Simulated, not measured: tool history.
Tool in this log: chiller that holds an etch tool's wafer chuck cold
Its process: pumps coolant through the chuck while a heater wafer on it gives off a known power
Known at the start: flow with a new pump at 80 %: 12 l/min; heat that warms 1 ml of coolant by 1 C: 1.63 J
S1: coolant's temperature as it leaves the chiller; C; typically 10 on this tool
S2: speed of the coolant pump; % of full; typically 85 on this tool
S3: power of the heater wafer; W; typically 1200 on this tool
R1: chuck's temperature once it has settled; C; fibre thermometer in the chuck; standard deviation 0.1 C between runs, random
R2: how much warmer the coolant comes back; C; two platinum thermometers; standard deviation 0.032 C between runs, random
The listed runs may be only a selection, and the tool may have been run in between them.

{"run": 1, "day": 0.0, "S1": 10, "S2": 85, "S3": 1200, "R1": 18.7, "R2": 3.49}
{"run": 2, "day": 4.746, "S1": 10, "S2": 85, "S3": 1200, "R1": 18.7, "R2": 3.4}
{"run": 3, "day": 8.604, "S1": 10, "S2": 85, "S3": 1200, "R1": 18.6, "R2": 3.48}
{"run": 4, "day": 13.988, "S1": 10, "S2": 89, "S3": 1200, "R1": 18.4, "R2": 3.32}
{"run": 5, "day": 16.938, "S1": 10, "S2": 85, "S3": 1200, "R1": 18.7, "R2": 3.44}
{"run": 6, "day": 23.017, "S1": 10, "S2": 85, "S3": 1200, "R1": 18.7, "R2": 3.5}
{"run": 7, "day": 29.138, "S1": 10, "S2": 85, "S3": 1200, "R1": 18.5, "R2": 3.49}
{"run": 8, "day": 35.662, "S1": 10, "S2": 85, "S3": 1200, "R1": 18.5, "R2": 3.47}
{"run": 9, "day": 42.683, "S1": 10, "S2": 85, "S3": 1200, "R1": 18.7, "R2": 3.45}
{"run": 10, "day": 48.429, "S1": 10, "S2": 85, "S3": 1200, "R1": 18.7, "R2": 3.5}
{"run": 11, "day": 52.912, "S1": 20, "S2": 85, "S3": 1200, "R1": 28.6, "R2": 3.48}
{"run": 12, "day": 56.596, "S1": 3, "S2": 85, "S3": 1200, "R1": 11.5, "R2": 3.45}
{"run": 13, "day": 60.183, "S1": 18, "S2": 85, "S3": 1200, "R1": 26.8, "R2": 3.51}
{"run": 14, "day": 64.529, "S1": 18, "S2": 80, "S3": 1032, "R1": 25.8, "R2": 3.18}
{"run": 15, "day": 68.846, "S1": 18, "S2": 80, "S3": 787, "R1": 23.9, "R2": 2.44}
{"run": 16, "day": 73.242, "S1": 14, "S2": 85, "S3": 1553, "R1": 25.2, "R2": 4.47}
{"run": 17, "day": 78.512, "S1": 17, "S2": 72, "S3": 813, "R1": 23.6, "R2": 2.7}
{"run": 18, "day": 83.188, "S1": 10, "S2": 64, "S3": 955, "R1": 18.5, "R2": 3.66}
{"run": 19, "day": 90.192, "S1": 14, "S2": 84, "S3": 846, "R1": 20.1, "R2": 2.48}
{"run": 20, "day": 96.246, "S1": 14, "S2": 84, "S3": 846, "R1": 20.0, "R2": 2.47}
{"run": 21, "day": 99.475, "S1": 7, "S2": 98, "S3": 1460, "R1": 16.5, "R2": 3.68}
{"run": 22, "day": 103.662, "S1": 7, "S2": 98, "S3": 1460, "R1": 16.2, "R2": 3.72}
{"run": 23, "day": 109.088, "S1": 19, "S2": 88, "S3": 1642, "R1": 30.5, "R2": 4.53}
{"run": 24, "day": 114.108, "S1": 19, "S2": 88, "S3": 1642, "R1": 30.5, "R2": 4.66}

Forecast each of these 5 alternatives for the next run:
{"run": "A", "day": 117.662, "S1": 10, "S2": 85, "S3": 658, "R1": "?", "R2": "?"}
{"run": "B", "day": 117.662, "S1": 10, "S2": 74, "S3": 1200, "R1": "?", "R2": "?"}
{"run": "C", "day": 117.662, "S1": 19, "S2": 88, "S3": 1570, "R1": "?", "R2": "?"}
{"run": "D", "day": 117.662, "S1": 15, "S2": 62, "S3": 952, "R1": "?", "R2": "?"}
{"run": "E", "day": 117.662, "S1": 19, "S2": 88, "S3": 925, "R1": "?", "R2": "?"}

run=A R1=14.8 R2=1.88
run=B R1=19.7 R2=3.96
run=C R1=30.1 R2=4.42
run=D R1=23.6 R2=3.72
run=E R1=25.6 R2=2.61
Without the tool's hidden state the same runs would have given:
run=A R1=14.8 R2=1.87
run=B R1=19.7 R2=3.96
run=C R1=30.0 R2=4.42
run=D R1=23.6 R2=3.71
run=E R1=25.6 R2=2.61
